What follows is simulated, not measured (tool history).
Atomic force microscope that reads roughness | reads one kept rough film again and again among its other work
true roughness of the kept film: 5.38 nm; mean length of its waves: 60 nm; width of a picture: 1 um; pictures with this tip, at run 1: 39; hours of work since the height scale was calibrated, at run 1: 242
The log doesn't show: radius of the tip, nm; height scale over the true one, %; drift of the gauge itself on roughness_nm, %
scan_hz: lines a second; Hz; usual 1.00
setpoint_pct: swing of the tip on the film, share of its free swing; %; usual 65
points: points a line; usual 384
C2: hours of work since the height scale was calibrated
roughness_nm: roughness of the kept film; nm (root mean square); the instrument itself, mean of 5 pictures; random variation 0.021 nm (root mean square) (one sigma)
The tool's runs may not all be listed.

{"run": 1, "hour": 0.0, "scan_hz": 1.0, "setpoint_pct": 65, "points": 384, "pictures with this tip": 39, "C2": 242, "roughness_nm": 4.892}
{"run": 2, "hour": 14.9, "scan_hz": 1.0, "setpoint_pct": 65, "points": 384, "pictures with this tip": 58, "C2": 253, "roughness_nm": 4.753}
{"run": 3, "hour": 22.8, "scan_hz": 1.0, "setpoint_pct": 65, "points": 384, "pictures with this tip": 68, "C2": 259, "roughness_nm": 4.722}
{"hour": 24.7, "done": "new tip fitted"}
{"run": 4, "hour": 32.9, "scan_hz": 1.0, "setpoint_pct": 65, "points": 384, "pictures with this tip": 11, "C2": 266, "roughness_nm": 5.025}
{"run": 5, "hour": 42.5, "scan_hz": 2.3, "setpoint_pct": 65, "points": 384, "pictures with this tip": 23, "C2": 272, "roughness_nm": 4.822}
{"run": 6, "hour": 54.1, "scan_hz": 2.3, "setpoint_pct": 65, "points": 384, "pictures with this tip": 38, "C2": 281, "roughness_nm": 4.745}
{"run": 7, "hour": 61.1, "scan_hz": 3.43, "setpoint_pct": 65, "points": 384, "pictures with this tip": 47, "C2": 286, "roughness_nm": 4.571}
{"run": 8, "hour": 67.8, "scan_hz": 3.43, "setpoint_pct": 65, "points": 384, "pictures with this tip": 56, "C2": 290, "roughness_nm": 4.497}
{"hour": 79.1, "done": "new tip fitted"}
{"run": 9, "hour": 81.9, "scan_hz": 3.43, "setpoint_pct": 65, "points": 384, "pictures with this tip": 3, "C2": 300, "roughness_nm": 4.742}
{"run": 10, "hour": 92.3, "scan_hz": 1.0, "setpoint_pct": 65, "points": 384, "pictures with this tip": 17, "C2": 308, "roughness_nm": 4.991}
{"run": 11, "hour": 101.1, "scan_hz": 1.0, "setpoint_pct": 65, "points": 384, "pictures with this tip": 28, "C2": 314, "roughness_nm": 4.926}
{"run": 12, "hour": 109.7, "scan_hz": 1.0, "setpoint_pct": 65, "points": 384, "pictures with this tip": 39, "C2": 320, "roughness_nm": 4.878}
{"run": 13, "hour": 117.4, "scan_hz": 1.0, "setpoint_pct": 65, "points": 384, "pictures with this tip": 49, "C2": 325, "roughness_nm": 4.816}
{"run": 14, "hour": 127.2, "scan_hz": 1.0, "setpoint_pct": 62, "points": 384, "pictures with this tip": 62, "C2": 332, "roughness_nm": 4.773}
{"hour": 133.7, "done": "new tip fitted"}
{"run": 15, "hour": 138.1, "scan_hz": 1.0, "setpoint_pct": 62, "points": 384, "pictures with this tip": 5, "C2": 340, "roughness_nm": 5.061}
{"run": 16, "hour": 148.9, "scan_hz": 1.0, "setpoint_pct": 62, "points": 384, "pictures with this tip": 19, "C2": 348, "roughness_nm": 5.02}
{"run": 17, "hour": 164.5, "scan_hz": 2.25, "setpoint_pct": 62, "points": 384, "pictures with this tip": 39, "C2": 359, "roughness_nm": 4.748}
{"run": 18, "hour": 179.4, "scan_hz": 1.0, "setpoint_pct": 65, "points": 384, "pictures with this tip": 58, "C2": 369, "roughness_nm": 4.816}
{"hour": 189.6, "done": "new tip fitted"}
{"run": 19, "hour": 195.2, "scan_hz": 1.0, "setpoint_pct": 89, "points": 384, "pictures with this tip": 7, "C2": 380, "roughness_nm": 4.766}
{"run": 20, "hour": 207.0, "scan_hz": 1.0, "setpoint_pct": 65, "points": 384, "pictures with this tip": 23, "C2": 389, "roughness_nm": 4.918}
{"run": 21, "hour": 218.2, "scan_hz": 1.0, "setpoint_pct": 65, "points": 384, "pictures with this tip": 37, "C2": 397, "roughness_nm": 4.909}
{"run": 22, "hour": 233.5, "scan_hz": 0.96, "setpoint_pct": 65, "points": 384, "pictures with this tip": 57, "C2": 408, "roughness_nm": 4.834}
{"hour": 235.9, "done": "height scale calibrated on a step standard"}
{"hour": 245.2, "done": "new tip fitted"}
{"run": 23, "hour": 249.1, "scan_hz": 3.98, "setpoint_pct": 65, "points": 384, "pictures with this tip": 5, "C2": 9, "roughness_nm": 4.716}
{"run": 24, "hour": 257.7, "scan_hz": 1.0, "setpoint_pct": 65, "points": 875, "pictures with this tip": 16, "C2": 15, "roughness_nm": 5.047}
{"run": 25, "hour": 266.2, "scan_hz": 1.0, "setpoint_pct": 65, "points": 277, "pictures with this tip": 27, "C2": 21, "roughness_nm": 4.953}
{"run": 26, "hour": 275.3, "scan_hz": 3.53, "setpoint_pct": 65, "points": 384, "pictures with this tip": 39, "C2": 28, "roughness_nm": 4.626}
{"hour": 279.4, "done": "height scale calibrated on a step standard, once more"}
{"run": 27, "hour": 288.8, "scan_hz": 3.53, "setpoint_pct": 65, "points": 600, "pictures with this tip": 55, "C2": 7, "roughness_nm": 4.514}
{"run": 28, "hour": 296.2, "scan_hz": 3.53, "setpoint_pct": 65, "points": 600, "pictures with this tip": 64, "C2": 12, "roughness_nm": 4.487}

Run 29 comes next. What will it give?
{"hour": 301.2, "done": "new tip fitted"}
{"run": 29, "hour": 307.3, "scan_hz": 1.75, "setpoint_pct": 79, "points": 451, "pictures with this tip": 8, "C2": 20, "roughness_nm": "?"}

roughness_nm: 4.685 nm (root mean square)
Without the tool's hidden state the same run would have given roughness_nm 4.736 nm (root mean square).
